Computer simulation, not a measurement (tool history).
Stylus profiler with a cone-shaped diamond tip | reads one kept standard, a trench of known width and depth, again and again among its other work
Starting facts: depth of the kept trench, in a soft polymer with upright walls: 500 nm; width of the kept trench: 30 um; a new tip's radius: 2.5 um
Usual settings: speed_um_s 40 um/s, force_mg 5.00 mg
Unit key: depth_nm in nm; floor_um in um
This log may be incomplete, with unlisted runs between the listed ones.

run   hour  speed_um_s  force_mg  depth_nm  floor_um
  1    0.0          40      5.00    508.97     26.64
  2   21.2          40      5.00    509.06     26.70
  3   41.5          40      5.00    508.87     26.60
  4   55.0          40      5.00    509.08     26.60
  5   73.5          40      5.00    508.53     26.65
  6   82.5          40      5.00    508.75     26.66
  7   95.9          40      4.21    508.29     26.56
  8  111.9          40      4.21    508.07     26.61
  9  125.9          40      4.21    508.07     26.66
 10  135.5          14      4.21    508.01     26.67
 11  155.5          40      5.00    508.66     26.60
 12  165.2          40      5.00    509.08     26.58
 13  184.6          40      2.89    506.60     26.57
 14  196.9          40      2.89    506.43     26.55
 15  208.7          40      2.89    506.41     26.56
 16  223.6          40      2.89    506.42     26.58
 17  242.9          40      2.89    506.41     26.57
 18  262.4          40      2.89    506.72     26.49
 19  279.5          40      5.00    509.23     26.55
 20  299.3          40      5.00    509.23     26.57
 21  312.8          40     10.07    514.32     26.58
 22  331.2          40      3.14    506.28     26.51
 23  346.8          40      3.14    506.21     26.51
 24  364.1          40      5.89    509.67     26.53
 25  377.4          13      2.39    505.22     26.62
 26  389.0         128      2.09    504.90     25.95
 27  406.0          18      3.31    506.77     26.61
 28  416.8         123      7.74    511.32     26.35
 29  435.8          11      5.64    509.48     26.60
 30  446.1         132      5.00    508.78     26.16
 31  454.9         132      4.30    507.98     26.15
 32  465.4         132      4.30    507.97     26.15
 33  474.2         132      4.30    507.92     26.23
 34  483.1          82      1.82    504.71     26.11
 35  497.7          28      9.09    512.74     26.58
 36  515.9          13      3.87    507.37     26.57
 37  531.8          87      2.13    505.05     26.14
 38  542.0          41      3.90    507.35     26.41
 39  562.0          40      2.89    505.89     26.44
 40  583.8          64     14.62    517.67     26.46
 41  605.6          64      5.71    509.58     26.37
 42  616.8          18      3.63    507.30     26.51
 43  626.9          18      8.31    512.09     26.57
 44  639.8          54      5.00    508.75     26.43
 45  653.2          54      5.00    508.80     26.40
 46  671.0          24      1.92    504.86     26.50

Between the runs listed above, the log contained 2 entries, not reproduced here. Where in the sequence does each belong, and how does what the log doesn't record of the tool's condition differ from the listed run before to the listed run after?
After run 15, before run 16: height scale calibrated on a step standard (hour 211.2)
  radius of the tip, um: 2.91 -> 2.92; height scale over the true one, %: 0.104 -> 0.144
  measured less the result without the state, depth_nm: +0.53 -> +0.73 nm; floor_um: -0.27 -> -0.26 um
After run 21, before run 22: height scale calibrated on a step standard, once more (hour 327.8)
  radius of the tip, um: 2.97 -> 2.98; height scale over the true one, %: 0.157 -> 0.027
  measured less the result without the state, depth_nm: +0.81 -> +0.14 nm; floor_um: -0.30 -> -0.30 um

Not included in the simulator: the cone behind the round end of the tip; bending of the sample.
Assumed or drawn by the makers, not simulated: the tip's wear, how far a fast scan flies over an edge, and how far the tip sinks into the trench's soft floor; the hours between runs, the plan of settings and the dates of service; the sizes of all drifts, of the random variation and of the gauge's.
